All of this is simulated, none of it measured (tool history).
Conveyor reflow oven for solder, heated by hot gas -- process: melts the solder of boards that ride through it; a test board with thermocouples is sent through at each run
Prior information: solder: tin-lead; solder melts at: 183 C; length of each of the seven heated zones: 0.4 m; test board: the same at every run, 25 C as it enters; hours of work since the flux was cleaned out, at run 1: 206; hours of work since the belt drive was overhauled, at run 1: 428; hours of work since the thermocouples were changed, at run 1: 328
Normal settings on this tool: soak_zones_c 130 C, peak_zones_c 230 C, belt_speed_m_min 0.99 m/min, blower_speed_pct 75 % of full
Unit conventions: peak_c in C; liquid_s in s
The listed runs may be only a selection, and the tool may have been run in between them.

| run | day | soak_zones_c | peak_zones_c | belt_speed_m_min | blower_speed_pct | hours of work since the flux was cleaned out | hours of work since the belt drive was overhauled | hours of work since the thermocouples were changed | peak_c | liquid_s |
|---|---|---|---|---|---|---|---|---|---|---|
| 1 | 0 | 130 | 230 | 0.99 | 75 | 206 | 428 | 328 | 208.9 | 30.2 |
| 2 | 0.75 | 130 | 230 | 0.99 | 75 | 219 | 441 | 342 | 209.1 | 29.8 |
| 3 | 1.496 | 130 | 230 | 0.99 | 75 | 232 | 454 | 355 | 210 | 29.8 |
| 4 | 2.742 | 130 | 230 | 0.99 | 75 | 254 | 476 | 376 | 208.5 | 29.9 |
| 5 | 3.446 | 130 | 230 | 0.99 | 83 | 266 | 488 | 389 | 210.3 | 31.4 |
| 6 | 4.529 | 130 | 230 | 0.99 | 83 | 285 | 507 | 408 | 210.4 | 30.7 |
| 7 | 5.625 | 130 | 230 | 0.99 | 83 | 304 | 526 | 427 | 209.8 | 30.5 |
| 8 | 6.883 | 130 | 230 | 0.99 | 83 | 327 | 548 | 449 | 209.4 | 30.1 |
| 9 | 7.942 | 130 | 230 | 0.99 | 83 | 345 | 567 | 467 | 209.2 | 30 |
|  | 8.554 | flux residue cleaned out of gas plates and filters |
| 10 | 9.258 | 130 | 230 | 0.99 | 83 | 12 | 586 | 487 | 212.8 | 32.6 |
| 11 | 10.638 | 130 | 230 | 0.857 | 75 | 36 | 611 | 511 | 216.1 | 40.2 |
| 12 | 11.429 | 130 | 230 | 0.857 | 75 | 50 | 624 | 525 | 215.3 | 40.5 |
| 13 | 12.912 | 130 | 240 | 0.99 | 75 | 76 | 650 | 551 | 219.9 | 36.1 |
| 14 | 13.771 | 130 | 240 | 1.171 | 75 | 91 | 665 | 566 | 212 | 26.6 |
| 15 | 14.7 | 130 | 240 | 1.171 | 75 | 108 | 682 | 582 | 211.6 | 26.1 |
| 16 | 16.042 | 130 | 230 | 0.828 | 75 | 131 | 705 | 606 | 215.7 | 41.6 |
| 17 | 17.046 | 130 | 236 | 1.189 | 75 | 149 | 723 | 623 | 207.2 | 23.3 |
| 18 | 18.304 | 130 | 231 | 1.051 | 72 | 171 | 745 | 645 | 207.3 | 27.1 |
| 19 | 19.838 | 119 | 231 | 1.051 | 61 | 198 | 772 | 672 | 201 | 20.3 |
| 20 | 21.096 | 130 | 230 | 1.087 | 75 | 220 | 794 | 694 | 205.6 | 24.2 |
| 21 | 21.975 | 130 | 230 | 1.087 | 75 | 235 | 809 | 710 | 205.5 | 24.4 |
| 22 | 23.371 | 130 | 244 | 0.99 | 75 | 259 | 833 | 734 | 220.6 | 36.7 |
| 23 | 24.65 | 130 | 244 | 0.99 | 75 | 282 | 856 | 756 | 220.7 | 36.1 |
| 24 | 25.612 | 130 | 224 | 0.91 | 75 | 299 | 873 | 773 | 205.7 | 30.8 |
| 25 | 26.583 | 130 | 224 | 0.91 | 75 | 316 | 890 | 790 | 205.6 | 30.3 |
| 26 | 27.5 | 130 | 230 | 0.99 | 81 | 332 | 906 | 806 | 208 | 30.4 |
| 27 | 28.246 | 130 | 230 | 0.99 | 81 | 345 | 919 | 819 | 208.6 | 30 |
|  | 28.888 | flux residue cleaned out of gas plates and filters |
| 28 | 29.775 | 130 | 232 | 0.797 | 81 | 16 | 942 | 842 | 220.5 | 47.4 |
| 29 | 30.783 | 121 | 241 | 1.048 | 64 | 33 | 960 | 860 | 213.3 | 29.2 |
|  | 31.196 | thermocouples of zones 6 and 7 changed |
| 30 | 32.142 | 137 | 220 | 1.112 | 83 | 56 | 982 | 17 | 202.8 | 24.1 |
| 31 | 32.883 | 120 | 230 | 0.99 | 75 | 68 | 995 | 30 | 209.6 | 28.8 |

Across each entry between runs, compare the hidden state at the last listed run before it with the hidden state at the first listed run after it:
After run 9, before run 10: flux residue cleaned out of gas plates and filters (day 8.554)
  heat that the gas passes to the board, % of a clean oven's: 87 -> 98.8; belt's true speed, % of the reading: 98.91 -> 98.88; true gas temperature in zones 6 and 7 over the reading, C: -0.2 -> -0.22
  difference, measured minus the result without the unlogged condition, peak_c: -3.7 -> -0.2 C; liquid_s: -2.4 -> +0.3 s
After run 27, before run 28: flux residue cleaned out of gas plates and filters (day 28.888)
  heat that the gas passes to the board, % of a clean oven's: 86.4 -> 99.3; belt's true speed, % of the reading: 98.3 -> 98.26; true gas temperature in zones 6 and 7 over the reading, C: -0.56 -> -0.58
  difference, measured minus the result without the unlogged condition, peak_c: -3.9 -> -0.3 C; liquid_s: -2.4 -> +0.8 s
After run 29, before run 30: thermocouples of zones 6 and 7 changed (day 31.196)
  heat that the gas passes to the board, % of a clean oven's: 98.6 -> 97.8; belt's true speed, % of the reading: 98.23 -> 98.19; true gas temperature in zones 6 and 7 over the reading, C: -0.6 -> 0.27
  difference, measured minus the result without the unlogged condition, peak_c: -0.2 -> +0.2 C; liquid_s: +0.4 -> +0.6 s
